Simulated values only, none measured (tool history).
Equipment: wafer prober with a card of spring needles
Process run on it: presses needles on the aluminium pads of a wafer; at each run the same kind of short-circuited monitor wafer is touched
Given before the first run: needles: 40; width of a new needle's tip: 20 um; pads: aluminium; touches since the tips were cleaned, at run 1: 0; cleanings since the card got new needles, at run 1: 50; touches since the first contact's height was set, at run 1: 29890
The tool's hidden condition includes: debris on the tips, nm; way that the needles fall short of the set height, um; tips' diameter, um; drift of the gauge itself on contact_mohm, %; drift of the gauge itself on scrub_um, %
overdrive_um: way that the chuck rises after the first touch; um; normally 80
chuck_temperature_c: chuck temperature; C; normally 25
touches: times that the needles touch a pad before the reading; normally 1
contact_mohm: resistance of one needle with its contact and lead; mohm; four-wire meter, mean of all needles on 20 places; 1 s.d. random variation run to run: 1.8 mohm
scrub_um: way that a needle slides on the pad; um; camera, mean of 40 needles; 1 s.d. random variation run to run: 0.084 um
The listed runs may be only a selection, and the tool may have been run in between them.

run    hour  overdrive_um  chuck_temperature_c  touches  touches since the tips were cleaned  cleanings since the card got new needles  touches since the first contact's height was set  contact_mohm  scrub_um
  1     0.0            80                   25        1                                    0                                        50                                             29890           186     12.36
        8.5  -- tips cleaned on abrasive film
       16.9  -- tips cleaned on abrasive film
       23.7  -- tips cleaned on abrasive film
       30.5  -- tips cleaned on abrasive film
       38.9  -- tips cleaned on abrasive film
       47.4  -- tips cleaned on abrasive film
       55.8  -- tips cleaned on abrasive film
       64.3  -- tips cleaned on abrasive film
       72.8  -- tips cleaned on abrasive film
       81.2  -- tips cleaned on abrasive film
  2    81.5            80                   38        1                                  110                                        60                                             66269           185     12.51
       88.2  -- tips cleaned on abrasive film
       96.7  -- tips cleaned on abrasive film
      105.1  -- tips cleaned on abrasive film
      113.6  -- tips cleaned on abrasive film
      120.4  -- tips cleaned on abrasive film
  3   121.3            80                   38        1                                  426                                        65                                             84071           187     12.48
      128.1  -- tips cleaned on abrasive film
      136.6  -- tips cleaned on abrasive film
      145.0  -- tips cleaned on abrasive film
      153.5  -- tips cleaned on abrasive film
      161.9  -- tips cleaned on abrasive film
      170.4  -- tips cleaned on abrasive film
      177.2  -- tips cleaned on abrasive film
      185.6  -- tips cleaned on abrasive film
      192.9  -- tips cleaned on abrasive film
  4   192.9            80                   38        1                                    0                                        74                                            116006           183     12.59
      199.6  -- tips cleaned on abrasive film
      206.4  -- tips cleaned on abrasive film
      214.9  -- tips cleaned on abrasive film
      223.3  -- tips cleaned on abrasive film
      231.8  -- tips cleaned on abrasive film
      238.6  -- tips cleaned on abrasive film
      245.4  -- tips cleaned on abrasive film
      253.8  -- tips cleaned on abrasive film
  5   259.9            80                   38        1                                 2770                                        82                                            145979           189     12.43
      261.7  -- tips cleaned on abrasive film
      262.0  -- height of the first contact set anew
      268.8  -- tips cleaned on abrasive film
      277.3  -- tips cleaned on abrasive film
      285.7  -- tips cleaned on abrasive film
      294.2  -- tips cleaned on abrasive film
  6   298.6            80                   38        1                                 2002                                        87                                             16359           187     12.38
      302.0  -- tips cleaned on abrasive film
      310.5  -- tips cleaned on abrasive film
      318.9  -- tips cleaned on abrasive film
      327.4  -- tips cleaned on abrasive film
      335.9  -- tips cleaned on abrasive film
      344.3  -- tips cleaned on abrasive film
      352.8  -- tips cleaned on abrasive film
      361.2  -- tips cleaned on abrasive film
      369.7  -- tips cleaned on abrasive film
      376.5  -- tips cleaned on abrasive film
  7   380.2            80                   38        1                                 1703                                        97                                             52821           186     12.62
      383.7  -- tips cleaned on abrasive film
      392.1  -- tips cleaned on abrasive film
      400.6  -- tips cleaned on abrasive film
      407.4  -- tips cleaned on abrasive film
      415.8  -- tips cleaned on abrasive film
      424.3  -- tips cleaned on abrasive film
  8   427.5            80                   25        1                                 1476                                       103                                             73943           184     12.49
      432.7  -- tips cleaned on abrasive film
      441.1  -- tips cleaned on abrasive film
      449.6  -- tips cleaned on abrasive film
      456.4  -- tips cleaned on abrasive film
      463.1  -- tips cleaned on abrasive film
      471.6  -- tips cleaned on abrasive film
      480.1  -- tips cleaned on abrasive film
      488.5  -- tips cleaned on abrasive film
      497.0  -- tips cleaned on abrasive film
      505.4  -- tips cleaned on abrasive film
      513.9  -- tips cleaned on abrasive film
  9   513.9            80                   25        1                                   19                                       114                                            112499           183     12.35
      520.7  -- tips cleaned on abrasive film
      527.5  -- tips cleaned on abrasive film
      536.0  -- tips cleaned on abrasive film
      544.4  -- tips cleaned on abrasive film
      552.9  -- tips cleaned on abrasive film
      559.7  -- tips cleaned on abrasive film
      566.4  -- tips cleaned on abrasive film
      574.9  -- tips cleaned on abrasive film
      583.4  -- tips cleaned on abrasive film
 10   586.6            79                   32        3                                 1459                                       123                                            144946           183     12.32
      590.2  -- height of the first contact set anew
      592.0  -- tips cleaned on abrasive film
      598.8  -- tips cleaned on abrasive film
      607.2  -- tips cleaned on abrasive film
      615.7  -- tips cleaned on abrasive film
      624.1  -- tips cleaned on abrasive film
      630.9  -- tips cleaned on abrasive film
 11   632.0            66                   32        3                                  503                                       129                                             18639           188     10.24
      638.8  -- tips cleaned on abrasive film
      645.6  -- tips cleaned on abrasive film
      654.1  -- tips cleaned on abrasive film
      660.9  -- tips cleaned on abrasive film
      669.3  -- tips cleaned on abrasive film
      677.8  -- tips cleaned on abrasive film
      684.6  -- tips cleaned on abrasive film
      691.4  -- tips cleaned on abrasive film
 12   691.4            82                   53        1                                    0                                       137                                             45117           190     12.80
      698.2  -- tips cleaned on abrasive film
      706.7  -- tips cleaned on abrasive film
      713.4  -- tips cleaned on abrasive film
      721.9  -- tips cleaned on abrasive film
      730.3  -- tips cleaned on abrasive film
      738.8  -- tips cleaned on abrasive film
      747.3  -- tips cleaned on abrasive film
 13   748.8            82                   53        1                                  695                                       144                                             70752           190     12.82
      755.6  -- tips cleaned on abrasive film
      762.4  -- tips cleaned on abrasive film
      770.8  -- tips cleaned on abrasive film
      777.6  -- tips cleaned on abrasive film
      784.4  -- tips cleaned on abrasive film
      792.8  -- tips cleaned on abrasive film
      801.3  -- tips cleaned on abrasive film
      809.8  -- tips cleaned on abrasive film
      817.5  -- tips cleaned on abrasive film
 14   817.5            70                   53        1                                    0                                       153                                            101388           191     10.87
      825.9  -- tips cleaned on abrasive film
      832.7  -- tips cleaned on abrasive film
      841.1  -- tips cleaned on abrasive film
      849.6  -- tips cleaned on abrasive film
      856.4  -- tips cleaned on abrasive film
      863.2  -- tips cleaned on abrasive film
      871.6  -- tips cleaned on abrasive film
      880.1  -- tips cleaned on abrasive film
      888.5  -- tips cleaned on abrasive film
      895.3  -- tips cleaned on abrasive film
      903.8  -- tips cleaned on abrasive film
 15   906.1            62                  118        1                                 1039                                       164                                            140964           213      9.67
      911.2  -- tips cleaned on abrasive film
      919.7  -- tips cleaned on abrasive film
      920.0  -- height of the first contact set anew
      928.4  -- tips cleaned on abrasive film
      936.9  -- tips cleaned on abrasive film
      943.6  -- tips cleaned on abrasive film
      952.1  -- tips cleaned on abrasive film
      958.9  -- tips cleaned on abrasive film
      967.3  -- tips cleaned on abrasive film
      975.8  -- tips cleaned on abrasive film
      982.6  -- tips cleaned on abrasive film
 16   984.0            86                   71        3                                  656                                       174                                             28614           193     13.38
      990.8  -- tips cleaned on abrasive film
      999.3  -- tips cleaned on abrasive film
     1007.7  -- tips cleaned on abrasive film
     1016.2  -- tips cleaned on abrasive film
     1024.6  -- tips cleaned on abrasive film
 17  1030.9            98                   33        1                                 2836                                       179                                             49586           181     15.24
     1032.7  -- tips cleaned on abrasive film
     1039.5  -- tips cleaned on abrasive film
     1051.5  -- card fitted with new needles
     1059.9  -- tips cleaned on abrasive film
     1068.4  -- tips cleaned on abrasive film
     1075.2  -- tips cleaned on abrasive film
     1083.6  -- tips cleaned on abrasive film
     1092.1  -- tips cleaned on abrasive film
     1100.5  -- tips cleaned on abrasive film
     1107.3  -- tips cleaned on abrasive film
     1115.8  -- tips cleaned on abrasive film
 18  1122.2            84                   71        1                                 2885                                         8                                             31599           194     12.99

What if the next run were any one of these 3? Each begins from the tool's condition after run 18:
     1123.9  -- tips cleaned on abrasive film
     1130.7  -- tips cleaned on abrasive film
     1139.2  -- tips cleaned on abrasive film
     1147.6  -- tips cleaned on abrasive film
     1156.1  -- tips cleaned on abrasive film
     1164.5  -- tips cleaned on abrasive film
     1171.3  -- tips cleaned on abrasive film
     1179.8  -- tips cleaned on abrasive film
     1188.2  -- tips cleaned on abrasive film
     1195.0  -- tips cleaned on abrasive film
     1203.5  -- tips cleaned on abrasive film
     1211.9  -- tips cleaned on abrasive film
  A  1213.0            85                   48        2                                  504                                        20                                             72151             ?         ?
     1123.9  -- tips cleaned on abrasive film
     1130.7  -- tips cleaned on abrasive film
     1139.2  -- tips cleaned on abrasive film
     1147.6  -- tips cleaned on abrasive film
     1156.1  -- tips cleaned on abrasive film
     1164.5  -- tips cleaned on abrasive film
     1171.3  -- tips cleaned on abrasive film
     1179.8  -- tips cleaned on abrasive film
     1188.2  -- tips cleaned on abrasive film
     1195.0  -- tips cleaned on abrasive film
     1203.5  -- tips cleaned on abrasive film
     1211.9  -- tips cleaned on abrasive film
  B  1213.0            88                   32        1                                  504                                        20                                             72151             ?         ?
     1123.9  -- tips cleaned on abrasive film
     1130.7  -- tips cleaned on abrasive film
     1139.2  -- tips cleaned on abrasive film
     1147.6  -- tips cleaned on abrasive film
     1156.1  -- tips cleaned on abrasive film
     1164.5  -- tips cleaned on abrasive film
     1171.3  -- tips cleaned on abrasive film
     1179.8  -- tips cleaned on abrasive film
     1188.2  -- tips cleaned on abrasive film
     1195.0  -- tips cleaned on abrasive film
     1203.5  -- tips cleaned on abrasive film
     1211.9  -- tips cleaned on abrasive film
  C  1213.0            83                   41        3                                  504                                        20                                             72151             ?         ?

run  contact_mohm  scrub_um
  A           190     13.32
  B           184     13.64
  C           184     12.85
With the hidden condition removed and each run's random variation left untouched, the same runs would have given:
run  contact_mohm  scrub_um
  A           190     13.32
  B           184     13.64
  C           184     12.85

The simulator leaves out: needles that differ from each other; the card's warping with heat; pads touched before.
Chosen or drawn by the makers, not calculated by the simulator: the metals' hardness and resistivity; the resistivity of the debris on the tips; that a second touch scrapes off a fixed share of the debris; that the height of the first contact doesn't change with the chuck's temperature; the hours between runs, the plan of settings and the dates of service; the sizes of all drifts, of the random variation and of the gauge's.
